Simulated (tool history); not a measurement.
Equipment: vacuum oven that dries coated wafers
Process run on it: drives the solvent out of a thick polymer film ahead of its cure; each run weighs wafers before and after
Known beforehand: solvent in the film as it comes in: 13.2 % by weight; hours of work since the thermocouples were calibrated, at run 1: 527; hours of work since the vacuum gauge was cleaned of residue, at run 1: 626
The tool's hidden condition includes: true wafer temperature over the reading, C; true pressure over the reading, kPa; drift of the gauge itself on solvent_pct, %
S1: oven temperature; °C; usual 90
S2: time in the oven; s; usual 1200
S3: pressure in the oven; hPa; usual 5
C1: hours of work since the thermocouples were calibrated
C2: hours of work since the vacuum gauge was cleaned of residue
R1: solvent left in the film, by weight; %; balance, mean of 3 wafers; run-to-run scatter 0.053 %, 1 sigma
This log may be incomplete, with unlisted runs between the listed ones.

run   hour   S1    S2    S3   C1   C2    R1
  1      0   90  1200     5  527  626   2.8
  2   45.8   90  1200  3.47  561  659  2.77
  3     67  102  1200     5  576  674  0.78
  4  109.6  102  1200     5  607  705  0.75
  5  144.7  102  1200     5  633  731   0.8
  6  184.7   90  1200     5  662  760  2.91
  7  229.6   90  1200  2.67  694  793  2.71
  8  258.9   90  1320     5  716  814  2.55
  9  280.7   90  1320     5  731  830  2.57
 10  318.4   88   840  2.54  759  857  4.62
 11  357.9   88   840  2.54  788  886  4.48

Run 12 is up next; what results do you expect?
 12  404.2  82  1560  7.23  821  920   ?

R1: 3.75 %
On a tool with no hidden condition, and with the same random variation, this run would have come out at R1 3.77 %.
